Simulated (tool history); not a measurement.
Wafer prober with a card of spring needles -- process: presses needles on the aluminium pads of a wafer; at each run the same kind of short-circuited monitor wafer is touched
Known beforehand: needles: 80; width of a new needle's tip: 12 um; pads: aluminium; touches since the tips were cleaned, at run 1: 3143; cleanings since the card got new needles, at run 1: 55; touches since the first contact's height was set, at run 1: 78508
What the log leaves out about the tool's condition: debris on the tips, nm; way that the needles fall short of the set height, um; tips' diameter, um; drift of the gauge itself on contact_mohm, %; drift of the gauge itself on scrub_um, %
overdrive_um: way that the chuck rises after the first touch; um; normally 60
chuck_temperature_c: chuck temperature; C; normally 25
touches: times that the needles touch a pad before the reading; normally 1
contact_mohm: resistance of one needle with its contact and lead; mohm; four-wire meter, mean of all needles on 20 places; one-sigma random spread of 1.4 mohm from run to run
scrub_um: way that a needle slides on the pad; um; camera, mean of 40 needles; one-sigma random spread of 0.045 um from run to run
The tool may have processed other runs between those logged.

run   hour  overdrive_um  chuck_temperature_c  touches  touches since the tips were cleaned  cleanings since the card got new needles  touches since the first contact's height was set  contact_mohm  scrub_um
  1    0.0            60                   25        1                                 3143                                        55                                             78508           133     15.33
       4.1  -- tips cleaned on abrasive film
      15.3  -- tips cleaned on abrasive film
      25.8  -- tips cleaned on abrasive film
  2   25.8            60                   25        1                                    0                                        58                                             89513           129     15.28
      37.8  -- tips cleaned on abrasive film
  3   44.1            60                   25        1                                 2702                                        59                                             97333           131     15.29
      48.3  -- tips cleaned on abrasive film
      58.7  -- tips cleaned on abrasive film
      70.0  -- tips cleaned on abrasive film
  4   77.1            60                   25        1                                 3073                                        62                                            111419           129     15.33
      82.1  -- tips cleaned on abrasive film
      92.9  -- tips cleaned on abrasive film
  5   95.9            60                   25        1                                 1315                                        64                                            119437           129     15.20
     102.8  -- tips cleaned on abrasive film
     115.0  -- tips cleaned on abrasive film
  6  119.8            59                   25        1                                 2068                                        66                                            129635           131     14.93
     126.5  -- tips cleaned on abrasive film
     136.3  -- tips cleaned on abrasive film
     147.1  -- tips cleaned on abrasive film
  7  151.2            59                   25        1                                 1755                                        69                                            143023           132     15.03
     158.4  -- tips cleaned on abrasive film
     169.6  -- tips cleaned on abrasive film
     180.3  -- tips cleaned on abrasive film
  8  180.8            59                   87        1                                  221                                        72                                            155659           143     15.01
     190.9  -- tips cleaned on abrasive film
     201.5  -- tips cleaned on abrasive film
  9  203.1            59                   87        1                                  693                                        74                                            165157           141     15.00
     211.4  -- tips cleaned on abrasive film
     222.3  -- tips cleaned on abrasive film
 10  222.6            59                   87        1                                  151                                        76                                            173495           142     14.89
     233.8  -- tips cleaned on abrasive film
     234.1  -- height of the first contact set anew
     244.9  -- tips cleaned on abrasive film
     254.8  -- tips cleaned on abrasive film
 11  255.7            60                   25        1                                  363                                        79                                              9227           129     15.19
     266.5  -- tips cleaned on abrasive film
     278.7  -- tips cleaned on abrasive film
     289.7  -- tips cleaned on abrasive film
 12  292.1            60                   25        1                                 1037                                        82                                             24779           128     15.15
     300.0  -- tips cleaned on abrasive film
     310.1  -- tips cleaned on abrasive film
 13  314.3            60                   25        1                                 1805                                        84                                             34271           132     15.10
     321.7  -- tips cleaned on abrasive film
     332.8  -- tips cleaned on abrasive film
     343.9  -- tips cleaned on abrasive film
 14  350.0            51                   25        2                                 2627                                        87                                             49515           133     12.87
     354.8  -- tips cleaned on abrasive film
     366.5  -- tips cleaned on abrasive film
 15  370.1            75                   25        2                                 1538                                        89                                             58062           128     18.91
     376.4  -- tips cleaned on abrasive film
     387.1  -- tips cleaned on abrasive film
     398.1  -- tips cleaned on abrasive film
 16  407.4            72                   25        1                                 3998                                        92                                             74006           131     18.08
     409.9  -- tips cleaned on abrasive film
     420.4  -- tips cleaned on abrasive film
     430.5  -- tips cleaned on abrasive film
 17  430.5            72                   25        1                                    0                                        95                                             83821           129     18.04
     441.8  -- tips cleaned on abrasive film
     452.6  -- tips cleaned on abrasive film
 18  460.9            52                   33        3                                 3567                                        97                                             96836           132     13.05
     462.8  -- tips cleaned on abrasive film
     475.1  -- tips cleaned on abrasive film
     487.0  -- tips cleaned on abrasive film
 19  493.8            73                   25        1                                 2939                                       100                                            110905           130     18.36
     497.8  -- tips cleaned on abrasive film
     509.7  -- tips cleaned on abrasive film
 20  514.3            60                   52        3                                 1990                                       102                                            119651           135     15.03
     520.9  -- tips cleaned on abrasive film
     532.8  -- tips cleaned on abrasive film
 21  537.5            60                   34        1                                 2020                                       104                                            129552           131     14.99
     544.1  -- tips cleaned on abrasive film
     555.2  -- tips cleaned on abrasive film
 22  562.8            60                   32        1                                 3288                                       106                                            140349           131     14.98
     566.0  -- tips cleaned on abrasive film
     576.3  -- tips cleaned on abrasive film
     587.0  -- tips cleaned on abrasive film
     597.7  -- tips cleaned on abrasive film
 23  597.7            80                   27        1                                    0                                       110                                            155233           126     20.05
     608.8  -- tips cleaned on abrasive film
     620.8  -- tips cleaned on abrasive film
 24  623.4            56                   93        2                                 1121                                       112                                            166203           144     13.98
     630.8  -- tips cleaned on abrasive film
     642.2  -- tips cleaned on abrasive film
 25  645.6            56                   93        2                                 1458                                       114                                            175680           143     14.01

What if the next run were any one of these 3? Each begins from the tool's condition after run 25:
     650.7  -- height of the first contact set anew
     653.3  -- tips cleaned on abrasive film
     664.4  -- tips cleaned on abrasive film
  A  665.5            58                   78        2                                  464                                       116                                              6264             ?         ?
     650.7  -- height of the first contact set anew
     653.3  -- tips cleaned on abrasive film
     664.4  -- tips cleaned on abrasive film
  B  665.5            48                   42        2                                  464                                       116                                              6264             ?         ?
     650.7  -- height of the first contact set anew
     653.3  -- tips cleaned on abrasive film
     664.4  -- tips cleaned on abrasive film
  C  665.5            60                   70        1                                  464                                       116                                              6264             ?         ?

run  contact_mohm  scrub_um
  A           138     14.43
  B           137     12.04
  C           142     14.97
With the hidden condition removed and each run's random variation left untouched, the same runs would have given:
run  contact_mohm  scrub_um
  A           138     14.78
  B           137     12.33
  C           141     15.33
